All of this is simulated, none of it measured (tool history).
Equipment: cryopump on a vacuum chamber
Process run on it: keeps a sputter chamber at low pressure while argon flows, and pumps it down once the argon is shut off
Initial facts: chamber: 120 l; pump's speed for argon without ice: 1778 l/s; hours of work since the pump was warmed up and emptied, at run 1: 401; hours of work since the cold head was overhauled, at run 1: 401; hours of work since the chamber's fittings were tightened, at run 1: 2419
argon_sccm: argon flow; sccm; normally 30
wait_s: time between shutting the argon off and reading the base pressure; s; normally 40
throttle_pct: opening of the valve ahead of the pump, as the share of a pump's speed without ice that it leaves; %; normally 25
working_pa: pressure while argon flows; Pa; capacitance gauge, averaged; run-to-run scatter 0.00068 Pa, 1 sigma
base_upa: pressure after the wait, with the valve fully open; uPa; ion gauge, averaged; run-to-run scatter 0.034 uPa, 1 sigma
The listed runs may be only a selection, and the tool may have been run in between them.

| run | hour | argon_sccm | wait_s | throttle_pct | hours of work since the pump was warmed up and emptied | hours of work since the cold head was overhauled | hours of work since the chamber's fittings were tightened | working_pa | base_upa |
|---|---|---|---|---|---|---|---|---|---|
| 1 | 0.0 | 30 | 40 | 25 | 401 | 401 | 2419 | 0.1201 | 4.58 |
| 2 | 12.7 | 30 | 40 | 25 | 411 | 411 | 2429 | 0.1189 | 4.47 |
| 3 | 27.4 | 37 | 40 | 25 | 423 | 423 | 2441 | 0.1484 | 4.49 |
| 4 | 46.4 | 37 | 40 | 25 | 438 | 438 | 2456 | 0.1473 | 4.53 |
| 5 | 60.3 | 37 | 40 | 25 | 449 | 449 | 2468 | 0.1485 | 4.58 |
| 6 | 73.4 | 37 | 40 | 25 | 460 | 460 | 2478 | 0.1487 | 4.59 |
| 7 | 83.5 | 37 | 40 | 25 | 468 | 468 | 2486 | 0.1498 | 4.71 |
| 8 | 98.3 | 37 | 40 | 25 | 480 | 480 | 2498 | 0.1501 | 4.68 |
| 9 | 108.8 | 37 | 40 | 25 | 488 | 488 | 2507 | 0.1493 | 4.72 |
| 10 | 127.1 | 30 | 40 | 25 | 503 | 503 | 2521 | 0.1209 | 4.74 |
|  | 153.3 | leaking fittings of the chamber tightened, without venting |
| 11 | 153.3 | 30 | 40 | 25 | 522 | 522 | 0 | 0.1214 | 1.90 |
| 12 | 175.9 | 30 | 40 | 25 | 540 | 540 | 18 | 0.1222 | 1.91 |
| 13 | 197.4 | 30 | 40 | 25 | 558 | 558 | 35 | 0.1229 | 1.91 |
| 14 | 209.1 | 30 | 40 | 25 | 567 | 567 | 45 | 0.1224 | 1.99 |
| 15 | 226.5 | 30 | 40 | 25 | 581 | 581 | 59 | 0.1226 | 1.94 |
| 16 | 239.7 | 38 | 63 | 25 | 592 | 592 | 69 | 0.1554 | 1.37 |
| 17 | 262.9 | 30 | 126 | 26 | 610 | 610 | 88 | 0.1194 | 0.87 |
| 18 | 285.3 | 58 | 24 | 26 | 628 | 628 | 106 | 0.2311 | 3.21 |
| 19 | 296.4 | 41 | 71 | 24 | 637 | 637 | 115 | 0.1762 | 1.31 |
| 20 | 310.3 | 25 | 41 | 28 | 648 | 648 | 126 | 0.0936 | 2.05 |
| 21 | 331.8 | 25 | 41 | 28 | 666 | 666 | 144 | 0.0936 | 2.02 |

Here are 5 independent what-if runs from the current tool condition. What would each one return?
| A | 347.1 | 24 | 41 | 58 | 678 | 678 | 156 | ? | ? |
| B | 347.1 | 39 | 224 | 24 | 678 | 678 | 156 | ? | ? |
| C | 347.1 | 25 | 24 | 25 | 678 | 678 | 156 | ? | ? |
| D | 347.1 | 25 | 41 | 16 | 678 | 678 | 156 | ? | ? |
| E | 347.1 | 40 | 40 | 25 | 678 | 678 | 156 | ? | ? |

| run | working_pa | base_upa |
|---|---|---|
| A | 0.0481 | 2.10 |
| B | 0.1676 | 0.74 |
| C | 0.1032 | 3.23 |
| D | 0.1562 | 2.09 |
| E | 0.1675 | 2.13 |
With no hidden state in the tool, these same runs would have given:
| run | working_pa | base_upa |
|---|---|---|
| A | 0.0397 | 1.84 |
| B | 0.1540 | 0.48 |
| C | 0.0945 | 2.97 |
| D | 0.1475 | 1.82 |
| E | 0.1534 | 1.87 |

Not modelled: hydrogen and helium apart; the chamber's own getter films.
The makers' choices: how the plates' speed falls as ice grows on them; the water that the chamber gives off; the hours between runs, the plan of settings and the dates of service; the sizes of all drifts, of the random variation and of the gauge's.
